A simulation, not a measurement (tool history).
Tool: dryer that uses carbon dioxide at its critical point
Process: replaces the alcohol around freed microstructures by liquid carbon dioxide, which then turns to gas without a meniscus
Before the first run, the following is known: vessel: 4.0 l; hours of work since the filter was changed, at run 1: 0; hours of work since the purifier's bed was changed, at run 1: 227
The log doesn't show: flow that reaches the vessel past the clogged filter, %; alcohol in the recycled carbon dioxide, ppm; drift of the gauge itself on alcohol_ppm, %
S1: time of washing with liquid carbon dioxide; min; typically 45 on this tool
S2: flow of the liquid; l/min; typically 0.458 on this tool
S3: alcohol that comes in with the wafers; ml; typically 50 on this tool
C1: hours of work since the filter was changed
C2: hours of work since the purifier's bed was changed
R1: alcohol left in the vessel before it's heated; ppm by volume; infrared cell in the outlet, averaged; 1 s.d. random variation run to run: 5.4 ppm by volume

run     day  S1     S2   S3   C1   C2    R1
  1   0.000  45  0.458   50    0  227   223
  2   0.708  45  0.458   50   10  237   239
  3   1.383  45  0.458   50   20  247   247
  4   2.379  45  0.458   50   35  261   241
  5   3.812  45  0.458   50   55  282   263
  6   4.617  45  0.458   54   67  294   273
  7   6.004  45  0.458   50   87  314   276
  8   6.933  45  0.458   50  101  327   292
  9   8.367  45  0.458   20  122  348   196
 10   9.038  71  0.458   20  131  358   155
 11  10.408  46  0.458   50  151  378   292
 12  11.825  44  0.458   50  172  398   329
 13  12.838  44  0.458   50  187  413   339
 14  14.221  45  0.458   50  207  433   341
 15  15.246  54  0.458   50  222  448   238
 16  16.492  54  0.458   50  240  466   246
 17  17.767  54  0.458   50  258  485   254
 18  19.238  54  0.458   50  280  506   272
 19  20.146  54  0.458   50  293  519   273
 20  21.475  54  0.458   50  312  539   285
 21  22.792  53  0.458   50  331  558   313
 22  23.521  45  0.458   61  342  568   451
 23  24.879  45  0.458   41  362  588   381
 24  25.888  45  0.458   41  376  603   390
     26.712  -- purifier's bed changed
 25  27.429  45  0.458   41  397   10   162
 26  28.338  46  0.277   41  410   24   749
 27  29.567  46  0.277   41  428   41   773
 28  30.971  43  0.458   50  448   62   255
 29  32.396  38  0.640   50  469   83   125
 30  33.021  32  0.640   23  478   92   132
     33.375  -- inlet filter changed
 31  34.083  32  0.640   23   10  107   122
 32  35.162  32  0.640   23   26  122   124
 33  36.238  32  0.640   23   42  138   138
 34  37.529  64  0.561   27   60  157    76
 35  38.933  64  0.561   27   81  177    82
 36  39.588  55  0.617   39   90  187    91
 37  40.379  27  0.596   32  102  198   333
 38  41.296  31  0.338   89  115  211  2421
 39  42.583  31  0.338   89  134  230  2417
 40  43.429  44  0.458  102  146  242   468
 41  44.388  44  0.458  102  160  256   458
 42  45.192  28  0.616   50  172  268   441
 43  45.942  61  0.458   32  183  279   144

Consider 4 possible next runs. They are alternatives, not a sequence: every one starts from the tool as it was left by run 43. What does each give?
  A  47.288  37  0.458  39  202  298   ?
  B  47.288  43  0.375  80  202  298   ?
  C  47.288  30  0.753  50  202  298   ?
  D  47.288  29  0.458  50  202  298   ?

run   R1
  A  400
  B  814
  C  240
  D  883
What these runs would have given with no unlogged condition in the tool:
run   R1
  A  246
  B  602
  C  101
  D  682
